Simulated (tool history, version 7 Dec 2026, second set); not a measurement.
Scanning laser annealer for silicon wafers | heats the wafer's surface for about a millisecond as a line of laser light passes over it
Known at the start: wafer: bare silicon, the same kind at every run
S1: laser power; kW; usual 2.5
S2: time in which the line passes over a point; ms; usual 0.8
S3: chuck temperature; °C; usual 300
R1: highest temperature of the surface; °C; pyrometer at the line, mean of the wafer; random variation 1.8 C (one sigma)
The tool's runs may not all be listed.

run  hour     S1     S2   S3    R1
  1     0    2.5    0.8  300  1002
  2   7.1    2.5    0.8  300  1003
  3  13.1    2.5    0.8  300  1004
  4  17.6    2.5    0.8  300  1003
  5  21.9    2.5    0.8  300  1001
  6  27.5  2.659    0.8  300  1056
  7  31.7  2.659    0.8  300  1061
  8    40  2.659    0.8  300  1061
  9  48.4  2.585  0.661  326   991
 10  57.1  2.554  0.977  260  1063
 11  61.8  2.501  0.761  267   951
 12  69.1  2.297  0.606  267   813
 13  77.7  2.297  0.606  267   815
 14  82.3    2.5    0.8  304  1007
 15  86.9   2.14   0.59  327   822
 16  92.5    2.5  0.787  310  1005

5 ways to go on from here, each from the tool as it stands after run 16. What would each give?
  A  99.7  2.473  0.634  305   ?
  B  99.7    2.5    0.8  262   ?
  C  99.7  2.558  0.592  327   ?
  D  99.7  2.183  0.873  280   ?
  E  99.7  2.689    0.8  339   ?

run    R1
  A   920
  B   964
  C   941
  D   902
  E  1103
Without the tool's hidden state the same runs would have given:
run    R1
  A   940
  B   986
  C   961
  D   922
  E  1128

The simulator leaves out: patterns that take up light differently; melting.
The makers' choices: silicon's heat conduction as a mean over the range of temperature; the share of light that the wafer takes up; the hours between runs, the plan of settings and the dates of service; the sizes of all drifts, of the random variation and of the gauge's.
